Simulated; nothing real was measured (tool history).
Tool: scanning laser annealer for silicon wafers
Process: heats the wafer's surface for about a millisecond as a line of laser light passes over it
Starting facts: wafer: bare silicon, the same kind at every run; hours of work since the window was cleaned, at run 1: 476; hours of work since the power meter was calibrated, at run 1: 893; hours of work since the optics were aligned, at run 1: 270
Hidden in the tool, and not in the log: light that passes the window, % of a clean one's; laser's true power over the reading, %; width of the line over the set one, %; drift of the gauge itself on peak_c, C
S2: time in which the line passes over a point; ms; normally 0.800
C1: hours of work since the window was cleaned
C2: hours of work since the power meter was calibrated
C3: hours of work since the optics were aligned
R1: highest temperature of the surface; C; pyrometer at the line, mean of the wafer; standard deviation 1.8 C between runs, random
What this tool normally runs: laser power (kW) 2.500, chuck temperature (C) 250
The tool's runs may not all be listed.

Run 1, hour 0.0: usual settings; C1 476; C2 893; C3 270. Result: R1 1056 C.
Run 2, hour 60.3: usual settings; C1 504; C2 921; C3 298. Result: R1 1055 C.
Run 3, hour 129.7: usual settings; C1 537; C2 954; C3 331. Result: R1 1055 C.
Run 4, hour 168.3: usual settings; C1 555; C2 972; C3 349. Result: R1 1051 C.
Run 5, hour 214.5: usual settings; C1 577; C2 994; C3 371. Result: R1 1050 C.
Run 6, hour 290.7: usual settings; C1 612; C2 1029; C3 406. Result: R1 1051 C.
Run 7, hour 357.9: usual settings but laser power (kW) 2.234; C1 644; C2 1061; C3 438. Result: R1 969 C.
Run 8, hour 434.0: usual settings but laser power (kW) 2.700; C1 680; C2 1097; C3 474. Result: R1 1107 C.
Run 9, hour 498.0: usual settings but laser power (kW) 2.700, S2 0.605 ms, chuck temperature (C) 226; C1 710; C2 1127; C3 504. Result: R1 986 C.
Run 10, hour 556.6: usual settings but laser power (kW) 2.700, S2 0.605 ms, chuck temperature (C) 226; C1 737; C2 1154; C3 531. Result: R1 984 C.
Run 11, hour 594.9: usual settings but laser power (kW) 2.700, S2 0.605 ms, chuck temperature (C) 226; C1 755; C2 1172; C3 549. Result: R1 982 C.
Run 12, hour 644.1: usual settings but chuck temperature (C) 241; C1 778; C2 1195; C3 572. Result: R1 1032 C.
Run 13, hour 710.0: usual settings but chuck temperature (C) 241; C1 809; C2 1226; C3 603. Result: R1 1032 C.
At hour 761.2: window over the wafer cleaned.
Run 14, hour 768.7: usual settings but chuck temperature (C) 247; C1 4; C2 1253; C3 630. Result: R1 1061 C.
Run 15, hour 808.2: usual settings but laser power (kW) 2.288, S2 0.766 ms, chuck temperature (C) 257; C1 22; C2 1271; C3 648. Result: R1 991 C.
Run 16, hour 893.4: usual settings but laser power (kW) 2.288, S2 0.766 ms, chuck temperature (C) 257; C1 62; C2 1311; C3 688. Result: R1 992 C.

Predict each of these 4 candidate next runs independently; none follows another, all start after run 16:
Run A, hour 941.6: usual settings but laser power (kW) 2.714; C1 85; C2 1334; C3 711. Result: R1 ?.
Run B, hour 941.6: usual settings but laser power (kW) 2.507, S2 0.883 ms, chuck temperature (C) 211; C1 85; C2 1334; C3 711. Result: R1 ?.
Run C, hour 941.6: usual settings but laser power (kW) 2.288, S2 0.822 ms, chuck temperature (C) 239; C1 85; C2 1334; C3 711. Result: R1 ?.
Run D, hour 941.6: usual settings but laser power (kW) 2.266, S2 0.612 ms, chuck temperature (C) 278; C1 85; C2 1334; C3 711. Result: R1 ?.

run    R1
  A  1125
  B  1062
  C   991
  D   933
The same runs, with their run-to-run variation unchanged, on a tool lacking any hidden condition would have given:
run    R1
  A  1135
  B  1072
  C  1000
  D   941
